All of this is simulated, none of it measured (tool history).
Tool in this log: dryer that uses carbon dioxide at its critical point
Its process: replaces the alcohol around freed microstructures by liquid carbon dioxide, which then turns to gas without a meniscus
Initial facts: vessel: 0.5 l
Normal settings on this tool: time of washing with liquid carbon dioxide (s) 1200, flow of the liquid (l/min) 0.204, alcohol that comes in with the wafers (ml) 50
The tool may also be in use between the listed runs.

| run | hour | time of washing with liquid carbon dioxide (s) | flow of the liquid (l/min) | alcohol that comes in with the wafers (ml) | alcohol left in the vessel before it's heated (ppm by volume) |
|---|---|---|---|---|---|
| 1 | 0 | 1200 | 0.204 | 50 | 178 |
| 2 | 23.6 | 960 | 0.204 | 50 | 522 |
| 3 | 39.5 | 1500 | 0.204 | 50 | 100 |
| 4 | 62.3 | 1200 | 0.204 | 80 | 273 |
| 5 | 84.2 | 1200 | 0.204 | 50 | 206 |
| 6 | 103.6 | 1200 | 0.204 | 50 | 225 |
| 7 | 127.3 | 900 | 0.255 | 47 | 275 |
| 8 | 141.2 | 900 | 0.336 | 29 | 106 |
| 9 | 156.6 | 1200 | 0.204 | 105 | 374 |
| 10 | 174.2 | 1200 | 0.204 | 105 | 372 |
| 11 | 189.7 | 1200 | 0.287 | 42 | 110 |

Consider 5 possible next runs. They are alternatives, not a sequence: every one starts from the tool as it was left by run 11. What does each give?
| A | 212 | 720 | 0.157 | 22 | ? |
| B | 212 | 1260 | 0.204 | 50 | ? |
| C | 212 | 1260 | 0.204 | 27 | ? |
| D | 212 | 840 | 0.287 | 77 | ? |
| E | 212 | 1320 | 0.204 | 50 | ? |

| run | alcohol left in the vessel before it's heated (ppm by volume) |
|---|---|
| A | 2317 |
| B | 195 |
| C | 157 |
| D | 329 |
| E | 178 |
With no hidden state in the tool, these same runs would have given:
| run | alcohol left in the vessel before it's heated (ppm by volume) |
|---|---|
| A | 1617 |
| B | 48 |
| C | 35 |
| D | 122 |
| E | 42 |
